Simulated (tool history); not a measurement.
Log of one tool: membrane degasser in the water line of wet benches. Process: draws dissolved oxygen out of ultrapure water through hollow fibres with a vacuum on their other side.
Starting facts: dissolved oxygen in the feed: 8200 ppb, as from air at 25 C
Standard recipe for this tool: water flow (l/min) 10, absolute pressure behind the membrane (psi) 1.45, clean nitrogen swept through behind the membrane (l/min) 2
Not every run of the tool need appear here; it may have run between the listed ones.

run,hour,water flow (l/min),absolute pressure behind the membrane (psi),clean nitrogen swept through behind the membrane (l/min),dissolved oxygen in the water behind the degasser (ppb),pressure that the water loses in the fibres (psi)
1,0,10,1.45,2,158.2,7.59
2,97.7,10,1.45,2,155.7,7.567
3,207.3,10,1.45,2,156.7,7.53
4,435.1,10,1.45,2,159.7,7.513
5,655.2,10,1.45,2,157.7,7.583
6,844.4,10,1.45,2,157.6,7.588
7,1030.6,10,1.45,2,156.4,7.559
8,1220.1,10,1.45,2,156.3,7.49
9,1439,10,1.45,2,157.1,7.504
10,1636.2,10,1.45,1.8,165.5,7.523
11,1790.4,10,1.45,1.8,163.3,7.493
12,1967.1,10,1.45,1.8,164.2,7.52
13,2140.5,10,1.45,2,157.3,7.527
14,2298,10,1.45,1.93,158,7.475
15,2523.3,10,1.45,2,157.5,7.501
16,2619.1,13,1.45,2,245.6,9.755
# hour 2630.3: vacuum gauge calibrated
17,2726.8,13,1.45,2,247.1,9.697
18,2948,14,0.93,1.45,237.8,10.431
19,3079.9,7,1.1,1.32,83.2,5.234
20,3242.1,8,3.39,1.16,366.3,5.91
21,3417.7,10,1.26,2,140.9,7.445
22,3562.7,9,1.45,0.91,211.8,6.686
23,3674.1,9,1.44,1.7,145.2,6.65
24,3903.2,9,1.44,1.7,142.2,6.696
25,4090.4,13,2.31,1.7,363.1,9.632
26,4296.8,13,2.31,1.7,364,9.631
27,4485.6,11,1.61,2,197.9,8.082
28,4609.5,14,1.2,2,253.7,10.431
# hour 4818.9: gauge calibrated
29,4833.5,14,2.52,1.56,448.6,10.556
30,4963,8,1.64,5.13,70.7,6.032
31,5073.1,10,1.07,1.69,134,7.626
32,5174.4,10,1.07,1.69,135.4,7.535
# hour 5391.4: seals of the vacuum lines changed
33,5414.3,10,2.07,2,207.5,7.498

For some of the steps in pressure that the water loses in the fibres (psi) from one run to the next: how much would appear even if the tool had no hidden state, given the settings, what came in and random variation, and how much remains for the hidden state plus any gauge scatter that the measured result and the result without hidden state don't share?
Unlogged tool condition in this case: membrane still open, %; true pressure behind the membrane over the reading, kPa; air that leaks in behind the membrane, l/min; drift of the gauge itself on oxygen_ppb, %; drift of the gauge itself on loss_of_pressure_kpa, %.
Run 18 -> 19: water flow (l/min) 14 -> 7, absolute pressure behind the membrane (psi) 0.93 -> 1.1, clean nitrogen swept through behind the membrane (l/min) 1.45 -> 1.32. pressure that the water loses in the fibres (psi) -5.197: hidden state +0.073, all else -5.269.
Run 24 -> 25: water flow (l/min) 9 -> 13, absolute pressure behind the membrane (psi) 1.44 -> 2.31. pressure that the water loses in the fibres (psi) +2.936: hidden state -0.067, all else +3.002.
Run 28 -> 29: absolute pressure behind the membrane (psi) 1.2 -> 2.52, clean nitrogen swept through behind the membrane (l/min) 2 -> 1.56, gauge calibrated. pressure that the water loses in the fibres (psi) +0.125: hidden state +0.252, all else -0.128.
Run 29 -> 30: water flow (l/min) 14 -> 8, absolute pressure behind the membrane (psi) 2.52 -> 1.64, clean nitrogen swept through behind the membrane (l/min) 1.56 -> 5.13. pressure that the water loses in the fibres (psi) -4.524: hidden state -0.009, all else -4.515.

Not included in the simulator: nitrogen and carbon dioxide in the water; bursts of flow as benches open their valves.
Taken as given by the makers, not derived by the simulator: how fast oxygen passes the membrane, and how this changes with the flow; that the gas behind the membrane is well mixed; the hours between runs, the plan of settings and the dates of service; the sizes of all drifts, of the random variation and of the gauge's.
